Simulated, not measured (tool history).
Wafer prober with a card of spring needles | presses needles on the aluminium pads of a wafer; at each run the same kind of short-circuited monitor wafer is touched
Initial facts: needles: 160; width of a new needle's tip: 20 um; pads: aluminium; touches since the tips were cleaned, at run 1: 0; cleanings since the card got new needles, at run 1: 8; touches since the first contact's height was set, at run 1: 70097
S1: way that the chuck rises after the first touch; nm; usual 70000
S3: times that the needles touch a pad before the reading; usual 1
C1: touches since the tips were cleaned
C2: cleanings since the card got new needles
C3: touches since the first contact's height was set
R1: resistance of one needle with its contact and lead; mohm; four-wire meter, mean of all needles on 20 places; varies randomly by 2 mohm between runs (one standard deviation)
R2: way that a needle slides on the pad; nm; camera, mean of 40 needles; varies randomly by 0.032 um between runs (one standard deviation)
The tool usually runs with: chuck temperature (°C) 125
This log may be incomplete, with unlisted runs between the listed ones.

Run 1, hour 0: usual settings; C1 0; C2 8; C3 70097. Result: R1 218 mohm, R2 13420 nm.
Run 2, hour 10: usual settings; C1 3131; C2 8; C3 73228. Result: R1 275 mohm, R2 13380 nm.
Run 3, hour 17.2: usual settings but S3 2; C1 5379; C2 8; C3 75476. Result: R1 265 mohm, R2 13440 nm.
Run 4, hour 22.3: usual settings; C1 6962; C2 8; C3 77059. Result: R1 312 mohm, R2 13450 nm.
At hour 24.2: tips cleaned on abrasive film.
Run 5, hour 27.4: usual settings but S1 65000 nm; C1 1005; C2 9; C3 78624. Result: R1 250 mohm, R2 12410 nm.
Run 6, hour 37.4: usual settings but S1 65000 nm; C1 4132; C2 9; C3 81751. Result: R1 302 mohm, R2 12430 nm.
Run 7, hour 46: usual settings but S1 65000 nm; C1 6819; C2 9; C3 84438. Result: R1 329 mohm, R2 12460 nm.
At hour 48.4: tips cleaned on abrasive film.
Run 8, hour 53: usual settings but S1 65000 nm; C1 1415; C2 10; C3 86580. Result: R1 254 mohm, R2 12450 nm.
Run 9, hour 60: usual settings; C1 3606; C2 10; C3 88771. Result: R1 284 mohm, R2 13430 nm.
Run 10, hour 64.6: usual settings; C1 5038; C2 10; C3 90203. Result: R1 299 mohm, R2 13450 nm.
At hour 72.6: tips cleaned on abrasive film.
Run 11, hour 73.4: usual settings; C1 239; C2 11; C3 92910. Result: R1 222 mohm, R2 13450 nm.
Run 12, hour 83.6: usual settings; C1 3438; C2 11; C3 96109. Result: R1 283 mohm, R2 13460 nm.
Run 13, hour 89.5: usual settings but S1 59000 nm; C1 5288; C2 11; C3 97959. Result: R1 340 mohm, R2 11270 nm.
At hour 96.5: tips cleaned on abrasive film.
Run 14, hour 98.5: usual settings but S1 59000 nm, chuck temperature (°C) 46, S3 2; C1 624; C2 12; C3 100737. Result: R1 220 mohm, R2 11320 nm.
Run 15, hour 105.3: usual settings but S1 84000 nm, chuck temperature (°C) 60; C1 2755; C2 12; C3 102868. Result: R1 244 mohm, R2 16120 nm.
Run 16, hour 115.5: usual settings but S1 53000 nm, chuck temperature (°C) 118; C1 5935; C2 12; C3 106048. Result: R1 379 mohm, R2 10100 nm.
At hour 116.6: height of the first contact set anew.
At hour 121.1: tips cleaned on abrasive film.
Run 17, hour 126.3: usual settings but S1 54000 nm, S3 2; C1 1611; C2 13; C3 3003. Result: R1 264 mohm, R2 10260 nm.
Run 18, hour 135.8: usual settings but S1 56000 nm, chuck temperature (°C) 78; C1 4576; C2 13; C3 5968. Result: R1 343 mohm, R2 10720 nm.
Run 19, hour 144.1: usual settings but S1 56000 nm, chuck temperature (°C) 121; C1 7176; C2 13; C3 8568. Result: R1 382 mohm, R2 10650 nm.
At hour 145.7: tips cleaned on abrasive film.
Run 20, hour 149.9: usual settings but S1 56000 nm, chuck temperature (°C) 47, S3 3; C1 1309; C2 14; C3 10353. Result: R1 219 mohm, R2 10640 nm.
Run 21, hour 154.7: usual settings but S1 56000 nm, chuck temperature (°C) 47, S3 3; C1 2812; C2 14; C3 11856. Result: R1 239 mohm, R2 10660 nm.
Run 22, hour 162: usual settings but S1 61000 nm; C1 5072; C2 14; C3 14116. Result: R1 334 mohm, R2 11640 nm.
Run 23, hour 167.3: usual settings but S1 65000 nm, S3 2; C1 6739; C2 14; C3 15783. Result: R1 284 mohm, R2 12420 nm.
At hour 169.7: tips cleaned on abrasive film.
At hour 173.5: height of the first contact set anew, once more.
Run 24, hour 175.6: usual settings but S1 65000 nm, S3 2; C1 1759; C2 15; C3 683. Result: R1 244 mohm, R2 12590 nm.
Run 25, hour 182.2: usual settings but S1 82000 nm, chuck temperature (°C) 29, S3 3; C1 3812; C2 15; C3 2736. Result: R1 207 mohm, R2 15890 nm.
Run 26, hour 187.5: usual settings but S1 52000 nm, chuck temperature (°C) 29, S3 3; C1 5449; C2 15; C3 4373. Result: R1 262 mohm, R2 10040 nm.

Each row is a separate what-if for the run after 26, all from the same tool condition, not one after another. Results?
Run A, hour 192: usual settings but S1 86000 nm, chuck temperature (°C) 29, S3 3; C1 6858; C2 15; C3 5782. Result: R1 ?, R2 ?.
Run B, hour 192: usual settings but S1 52000 nm, chuck temperature (°C) 63, S3 3; C1 6858; C2 15; C3 5782. Result: R1 ?, R2 ?.
Run C, hour 192: usual settings but S1 52000 nm, chuck temperature (°C) 29, S3 2; C1 6858; C2 15; C3 5782. Result: R1 ?, R2 ?.
Run D, hour 192: usual settings but S1 65000 nm, chuck temperature (°C) 76, S3 2; C1 6858; C2 15; C3 5782. Result: R1 ?, R2 ?.
Run E, hour 192: usual settings but S1 57000 nm, chuck temperature (°C) 84, S3 2; C1 6858; C2 15; C3 5782. Result: R1 ?, R2 ?.

run   R1     R2
  A  214  16620
  B  274  10040
  C  317  10090
  D  279  12600
  E  302  11040
Take away the tool's hidden state, keep each run's random variation, and the runs would have read:
run   R1     R2
  A  185  16620
  B  204  10040
  C  195  10090
  D  203  12600
  E  207  11040
